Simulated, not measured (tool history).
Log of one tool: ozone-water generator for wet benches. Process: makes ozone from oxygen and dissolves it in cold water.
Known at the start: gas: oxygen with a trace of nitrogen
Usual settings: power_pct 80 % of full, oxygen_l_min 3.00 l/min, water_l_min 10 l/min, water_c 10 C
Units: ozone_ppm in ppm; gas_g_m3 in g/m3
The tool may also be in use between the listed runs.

run    hour  power_pct  oxygen_l_min  water_l_min  water_c  ozone_ppm  gas_g_m3
  1     0.0         80          3.00           10       10       34.9     254.2
  2    52.2         80          3.00            6       10       52.1     255.9
  3    96.6         80          3.00           10       10       35.9     255.0
  4   133.5         80          3.00           10       10       35.1     252.9
  5   189.4         80          3.00           10       10       35.6     254.1
  6   236.5         80          3.00           10       10       35.9     254.5
  7   292.0         80          3.00           10       10       35.4     255.5
  8   328.0         80          3.00           10       10       36.0     254.7
  9   367.4         80          3.00           10       10       36.0     252.9
 10   428.7         80          3.00           10       10       35.7     252.7
 11   469.5         80          3.00            6       10       51.7     255.2
 12   499.0         80          3.00           12       10       30.3     255.8
 13   550.6         80          3.00           10       10       35.8     255.7
 14   596.1         80          3.00           10       10       35.7     254.3
 15   625.2         80          3.00           10       10       36.0     255.0
 16   665.3         80          3.00           10       10       35.9     252.0
 17   730.2         54          3.70            8        9       36.0     191.3
 18   776.9         80          5.07           10        7       40.9     211.9
 19   823.9         80          1.91            6       10       48.4     293.9
 20   865.6         78          1.91            6        7       49.3     295.1
 21   904.8         50          3.16           10       10       28.3     193.4
 22   962.6         54          3.16           10        6       30.7     202.8
 23  1029.9         47          2.77            7        9       35.3     194.1
 24  1081.0         47          2.85            9       13       28.0     195.6
 25  1120.8         47          3.64            9       13       29.0     178.7
 26  1179.3         80          1.53            7        7       41.9     320.6
 27  1209.3         84          1.53           11        7       27.6     325.2
 28  1241.4         84          1.53           11        7       27.5     328.4
 29  1282.1         72          3.00           11       10       31.5     239.4

The next listed run, before its measurement:
 30  1319.0         72          3.00           11       10          ?         ?

{"run 30": {"ozone_ppm": 30.9, "gas_g_m3": 240.0}}
Without the tool's hidden state the same run would have given ozone_ppm 30.9 ppm, gas_g_m3 240.1 g/m3.
